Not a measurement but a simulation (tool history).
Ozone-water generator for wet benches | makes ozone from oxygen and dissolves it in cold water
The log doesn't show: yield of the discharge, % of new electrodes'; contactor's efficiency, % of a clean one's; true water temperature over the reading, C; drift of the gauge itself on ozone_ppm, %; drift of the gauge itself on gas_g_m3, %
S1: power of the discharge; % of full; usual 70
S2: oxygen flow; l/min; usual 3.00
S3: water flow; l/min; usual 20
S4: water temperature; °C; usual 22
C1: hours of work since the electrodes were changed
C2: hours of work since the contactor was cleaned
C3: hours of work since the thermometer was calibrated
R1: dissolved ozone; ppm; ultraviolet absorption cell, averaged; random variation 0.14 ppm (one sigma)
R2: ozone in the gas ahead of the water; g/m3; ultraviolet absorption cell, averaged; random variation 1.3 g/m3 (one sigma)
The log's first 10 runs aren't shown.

run   hour  S1    S2  S3  S4    C1    C2    C3    R1     R2
 11  271.7  70  2.25  12  22  1014  2943  3110  23.2  265.8
 12  297.3  52  3.00  20  22  1030  2960  3126  12.3  188.7
 13  333.9  52  3.00  20  22  1054  2984  3150  12.3  190.8
 14  367.7  52  3.00  20  22  1076  3006  3172  12.4  188.4
 15  388.5  52  3.00  20  22  1090  3020  3186  12.3  189.8
 16  417.2  52  3.00  20  22  1109  3038  3205  12.2  189.0
     440.8  -- contactor cleaned
 17  446.1  70  3.00  20  22  1125     3  3221  15.7  233.9
 18  483.3  54  2.42  20  23  1149    28  3245  12.4  215.9
 19  503.8  54  3.18  24  23  1163    41  3259  11.1  189.3
 20  540.2  70  3.00  25  17  1186    65  3283  13.4  235.7
 21  577.7  47  3.00  20  22  1211    89  3307  11.8  175.9
 22  606.7  94  2.16  20  23  1230   108  3326  18.0  335.9
 23  635.8  48  3.00  20  22  1249   127  3345  12.0  178.6
 24  661.3  48  3.00  20  22  1265   144  3362  12.1  179.4
 25  699.3  48  3.00  20  22  1290   169  3386  12.0  179.0
 26  729.3  70  2.30  24  22  1310   188  3406  12.0  264.0
 27  756.9  56  3.08  20  22  1328   206  3424  13.2  196.9
 28  780.4  56  3.08  20  22  1343   222  3439  13.6  196.7
 29  798.7  70  1.78  20  18  1355   234  3451  14.1  293.0
 30  819.5  70  1.78  20  18  1369   247  3465  14.2  295.5
 31  839.1  70  1.78  20  18  1382   260  3478  14.2  292.9
 32  871.7  70  5.37  17  23  1403   281  3499  19.3  179.9
 33  908.5  92  2.24  20  22  1427   305  3523  17.8  320.2
 34  925.8  81  2.40  14  29  1438   317  3534  21.4  285.4

Forecast each of these 3 alternatives for the next run:
  A  956.3  70  3.97  15  22  1458  337  3554   ?   ?
  B  956.3  40  1.70  19  29  1458  337  3554   ?   ?
  C  956.3  59  2.40  15  23  1458  337  3554   ?   ?

run    R1     R2
  A  21.1  206.9
  B   9.2  200.4
  C  17.3  229.9
Without the tool's hidden state the same runs would have given:
run    R1     R2
  A  22.1  213.0
  B   9.5  204.0
  C  17.9  235.8
